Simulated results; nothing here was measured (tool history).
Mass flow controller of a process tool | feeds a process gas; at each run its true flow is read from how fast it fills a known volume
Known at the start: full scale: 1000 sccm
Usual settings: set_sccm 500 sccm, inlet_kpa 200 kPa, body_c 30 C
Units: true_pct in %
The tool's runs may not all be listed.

run,day,set_sccm,inlet_kpa,body_c,true_pct
1,0.000,500,200,30,99.97
2,3.108,500,147,30,99.80
3,5.725,500,147,30,99.71
4,9.046,192,200,30,98.93
5,11.546,500,200,30,99.91
6,14.592,183,200,30,98.72
7,17.704,183,200,30,98.60
8,20.133,500,200,21,98.82
9,23.588,500,200,28,99.80
10,26.950,500,200,30,99.95
11,29.962,500,200,30,100.00
12,32.312,500,200,30,99.76
13,35.400,500,200,30,99.96
14,37.442,500,200,30,100.00
15,41.575,500,200,30,99.90
16,45.329,500,200,30,99.92
17,49.525,500,200,25,99.40
18,53.612,500,200,25,99.38
19,56.233,500,200,25,99.31
20,58.675,234,200,25,98.34
21,62.750,500,200,30,100.00
22,67.221,500,200,30,99.97
23,70.725,500,200,30,100.00
24,72.633,500,200,30,99.91
25,76.625,194,177,36,99.20
26,79.838,194,177,36,99.12
27,84.371,159,274,27,97.99
28,88.329,159,274,27,97.83
29,91.254,159,274,27,97.84
30,93.912,150,163,30,97.58
31,97.383,615,263,20,99.28
32,100.758,193,178,31,98.26
33,103.508,193,178,31,97.80
34,106.033,193,178,31,97.89
35,108.212,193,178,31,97.75
36,110.679,453,244,31,101.02
37,112.842,214,204,30,100.48
38,117.375,291,178,30,100.46
39,119.375,366,155,30,100.51
40,123.021,108,176,37,100.90
41,126.633,500,184,30,100.79
42,129.408,776,184,30,101.00
43,132.775,236,194,25,99.79
44,135.462,817,243,21,100.07
45,140.075,865,243,21,100.13
46,142.654,110,192,21,98.87
47,146.067,814,178,21,99.94

Not shown: 2 entries that the log had between the listed runs. Between which runs, and how does the tool's hidden state differ before and after?
Between runs 32 and 33: controller's zero set anew (day 101.054)
  flow at rest that the sensor doesn't see, % of full scale: -0.424 -> -0.533; true flow over the shown one, %: 0.63 -> 0.64
  measured less the result without the state, true_pct: -1.56 -> -2.12 %
Between runs 35 and 36: controller's zero set anew, once more (day 110.042)
  flow at rest that the sensor doesn't see, % of full scale: -0.541 -> -0.023; true flow over the shown one, %: 0.66 -> 0.67
  measured less the result without the state, true_pct: -2.15 -> +0.61 %
